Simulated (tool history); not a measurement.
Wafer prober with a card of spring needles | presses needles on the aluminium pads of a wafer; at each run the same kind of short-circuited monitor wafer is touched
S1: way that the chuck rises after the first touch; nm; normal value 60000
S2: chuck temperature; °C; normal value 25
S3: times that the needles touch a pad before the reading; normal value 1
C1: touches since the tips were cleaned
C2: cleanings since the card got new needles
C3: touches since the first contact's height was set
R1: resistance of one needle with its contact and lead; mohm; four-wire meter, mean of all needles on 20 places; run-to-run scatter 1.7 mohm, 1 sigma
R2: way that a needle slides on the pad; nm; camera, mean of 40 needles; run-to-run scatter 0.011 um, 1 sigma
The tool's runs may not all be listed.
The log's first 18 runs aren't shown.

{"day": 12.292, "done": "tips cleaned on abrasive film"}
{"run": 19, "day": 12.512, "S1": 57000, "S2": 67, "S3": 2, "C1": 1966, "C2": 49, "C3": 12849, "R1": 193, "R2": 11880}
{"run": 20, "day": 13.0, "S1": 48000, "S2": 67, "S3": 2, "C1": 6293, "C2": 49, "C3": 17176, "R1": 240, "R2": 10010}
{"day": 13.233, "done": "tips cleaned on abrasive film"}
{"run": 21, "day": 13.442, "S1": 60000, "S2": 50, "S3": 3, "C1": 1865, "C2": 50, "C3": 21091, "R1": 178, "R2": 12470}
{"day": 14.142, "done": "tips cleaned on abrasive film"}
{"run": 22, "day": 14.204, "S1": 60000, "S2": 97, "S3": 3, "C1": 583, "C2": 51, "C3": 27887, "R1": 186, "R2": 12460}
{"day": 15.025, "done": "tips cleaned on abrasive film"}
{"run": 23, "day": 15.212, "S1": 60000, "S2": 97, "S3": 3, "C1": 1682, "C2": 52, "C3": 36855, "R1": 192, "R2": 12460}
{"run": 24, "day": 15.883, "S1": 60000, "S2": 77, "S3": 3, "C1": 7680, "C2": 52, "C3": 42853, "R1": 202, "R2": 12470}
{"day": 15.933, "done": "tips cleaned on abrasive film"}
{"run": 25, "day": 16.783, "S1": 60000, "S2": 65, "S3": 3, "C1": 7575, "C2": 53, "C3": 50827, "R1": 198, "R2": 12460}
{"day": 16.854, "done": "tips cleaned on abrasive film"}
{"run": 26, "day": 17.421, "S1": 60000, "S2": 65, "S3": 3, "C1": 5050, "C2": 54, "C3": 56488, "R1": 192, "R2": 12420}
{"day": 17.742, "done": "tips cleaned on abrasive film"}
{"run": 27, "day": 18.171, "S1": 60000, "S2": 111, "S3": 1, "C1": 3837, "C2": 55, "C3": 63148, "R1": 227, "R2": 12410}
{"day": 18.679, "done": "tips cleaned on abrasive film"}
{"run": 28, "day": 19.179, "S1": 73000, "S2": 25, "S3": 1, "C1": 4437, "C2": 56, "C3": 72109, "R1": 201, "R2": 15140}
{"day": 19.562, "done": "tips cleaned on abrasive film"}
{"run": 29, "day": 20.092, "S1": 45000, "S2": 25, "S3": 1, "C1": 4730, "C2": 57, "C3": 80234, "R1": 281, "R2": 9260}
{"day": 20.446, "done": "tips cleaned on abrasive film"}
{"run": 30, "day": 20.996, "S1": 72000, "S2": 25, "S3": 1, "C1": 4928, "C2": 58, "C3": 88292, "R1": 203, "R2": 14910}
{"day": 21.325, "done": "tips cleaned on abrasive film"}
{"run": 31, "day": 21.575, "S1": 60000, "S2": 35, "S3": 2, "C1": 2265, "C2": 59, "C3": 93431, "R1": 192, "R2": 12360}
{"day": 21.717, "done": "height of the first contact set anew"}
{"day": 22.246, "done": "tips cleaned on abrasive film"}
{"run": 32, "day": 22.342, "S1": 60000, "S2": 35, "S3": 2, "C1": 839, "C2": 60, "C3": 5526, "R1": 177, "R2": 12510}
{"run": 33, "day": 22.875, "S1": 60000, "S2": 35, "S3": 2, "C1": 5609, "C2": 60, "C3": 10296, "R1": 204, "R2": 12500}
{"day": 23.175, "done": "tips cleaned on abrasive film"}
{"run": 34, "day": 23.396, "S1": 75000, "S2": 37, "S3": 1, "C1": 1989, "C2": 61, "C3": 14915, "R1": 186, "R2": 15620}

Consider 3 possible next runs. They are alternatives, not a sequence: every one starts from the tool as it was left by run 34. What does each give?
{"day": 24.05, "done": "tips cleaned on abrasive film"}
{"run": "A", "day": 24.346, "S1": 40000, "S2": 25, "S3": 1, "C1": 2617, "C2": 62, "C3": 23350, "R1": "?", "R2": "?"}
{"day": 24.05, "done": "tips cleaned on abrasive film"}
{"run": "B", "day": 24.346, "S1": 57000, "S2": 37, "S3": 1, "C1": 2617, "C2": 62, "C3": 23350, "R1": "?", "R2": "?"}
{"day": 24.05, "done": "tips cleaned on abrasive film"}
{"run": "C", "day": 24.346, "S1": 75000, "S2": 120, "S3": 1, "C1": 2617, "C2": 62, "C3": 23350, "R1": "?", "R2": "?"}

run=A R1=264 R2=8290
run=B R1=215 R2=11850
run=C R1=203 R2=15610
What these runs would have given with no unlogged condition in the tool:
run=A R1=171 R2=8330
run=B R1=168 R2=11880
run=C R1=179 R2=15640

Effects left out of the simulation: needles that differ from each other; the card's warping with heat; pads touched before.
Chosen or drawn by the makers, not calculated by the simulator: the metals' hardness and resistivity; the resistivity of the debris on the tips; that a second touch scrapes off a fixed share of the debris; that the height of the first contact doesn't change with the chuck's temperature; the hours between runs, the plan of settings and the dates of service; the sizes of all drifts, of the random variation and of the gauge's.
